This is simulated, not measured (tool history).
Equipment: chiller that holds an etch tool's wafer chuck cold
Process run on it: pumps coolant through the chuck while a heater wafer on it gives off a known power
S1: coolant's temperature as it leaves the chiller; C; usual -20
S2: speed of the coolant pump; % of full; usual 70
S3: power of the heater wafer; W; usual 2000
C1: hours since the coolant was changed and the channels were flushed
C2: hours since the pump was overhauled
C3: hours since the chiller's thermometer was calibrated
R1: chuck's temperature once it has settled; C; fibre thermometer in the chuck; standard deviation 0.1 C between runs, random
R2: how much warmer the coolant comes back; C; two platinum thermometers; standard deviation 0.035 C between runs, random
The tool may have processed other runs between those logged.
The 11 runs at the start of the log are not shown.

{"run": 12, "day": 81.758, "S1": -20, "S2": 70, "S3": 1297, "C1": 3024, "C2": 2352, "C3": 1998, "R1": -8.9, "R2": 4.14}
{"run": 13, "day": 88.892, "S1": -20, "S2": 70, "S3": 1297, "C1": 3195, "C2": 2523, "C3": 2169, "R1": -8.6, "R2": 4.12}
{"run": 14, "day": 94.721, "S1": -20, "S2": 70, "S3": 2000, "C1": 3335, "C2": 2663, "C3": 2309, "R1": -2.2, "R2": 6.42}
{"run": 15, "day": 100.267, "S1": -20, "S2": 70, "S3": 1712, "C1": 3468, "C2": 2796, "C3": 2442, "R1": -4.6, "R2": 5.49}
{"run": 16, "day": 108.383, "S1": -17, "S2": 70, "S3": 2000, "C1": 3663, "C2": 2991, "C3": 2637, "R1": 1.1, "R2": 6.41}
{"run": 17, "day": 117.971, "S1": -17, "S2": 70, "S3": 2000, "C1": 3893, "C2": 3221, "C3": 2867, "R1": 1.4, "R2": 6.45}
{"day": 118.988, "done": "coolant changed, channels flushed"}
{"day": 119.196, "done": "coolant pump overhauled"}
{"run": 18, "day": 127.354, "S1": -12, "S2": 70, "S3": 1091, "C1": 196, "C2": 196, "C3": 3081, "R1": -2.8, "R2": 3.65}
{"run": 19, "day": 136.354, "S1": -13, "S2": 67, "S3": 2000, "C1": 412, "C2": 412, "C3": 3297, "R1": 4.9, "R2": 7.23}
{"run": 20, "day": 142.112, "S1": -28, "S2": 67, "S3": 2580, "C1": 550, "C2": 550, "C3": 3435, "R1": -4.4, "R2": 9.4}
{"run": 21, "day": 146.158, "S1": -28, "S2": 67, "S3": 2580, "C1": 647, "C2": 647, "C3": 3532, "R1": -4.2, "R2": 9.4}
{"run": 22, "day": 153.904, "S1": -28, "S2": 67, "S3": 2580, "C1": 833, "C2": 833, "C3": 3718, "R1": -4.2, "R2": 9.46}
{"run": 23, "day": 159.108, "S1": -17, "S2": 70, "S3": 1120, "C1": 958, "C2": 958, "C3": 3843, "R1": -7.2, "R2": 3.96}
{"run": 24, "day": 163.362, "S1": -17, "S2": 98, "S3": 1120, "C1": 1060, "C2": 1060, "C3": 3945, "R1": -9.6, "R2": 2.74}
{"run": 25, "day": 170.046, "S1": -17, "S2": 98, "S3": 1120, "C1": 1220, "C2": 1220, "C3": 4106, "R1": -9.6, "R2": 2.7}
{"day": 173.571, "done": "coolant pump overhauled, once more"}
{"run": 26, "day": 174.721, "S1": -17, "S2": 95, "S3": 1120, "C1": 1328, "C2": 28, "C3": 4213, "R1": -10.7, "R2": 2.25}
{"day": 176.362, "done": "chiller's thermometer calibrated"}
{"run": 27, "day": 179.379, "S1": -29, "S2": 70, "S3": 2358, "C1": 1438, "C2": 138, "C3": 72, "R1": -10.3, "R2": 6.84}
{"run": 28, "day": 187.167, "S1": -19, "S2": 76, "S3": 1352, "C1": 1625, "C2": 325, "C3": 259, "R1": -8.9, "R2": 3.62}
{"run": 29, "day": 196.271, "S1": -20, "S2": 70, "S3": 2569, "C1": 1844, "C2": 544, "C3": 478, "R1": 0.7, "R2": 7.56}
{"run": 30, "day": 203.183, "S1": -20, "S2": 70, "S3": 2569, "C1": 2010, "C2": 710, "C3": 644, "R1": 0.9, "R2": 7.52}

Run 31 has not been measured yet. What should we expect?
{"run": 31, "day": 210.171, "S1": -26, "S2": 70, "S3": 2569, "C1": 2177, "C2": 877, "C3": 811, "R1": "?", "R2": "?"}

{"run 31": {"R1": -4.7, "R2": 7.64}}
Minus the tool's unlogged condition, the same run would have read R1 -6.4 C, R2 7.37 C.
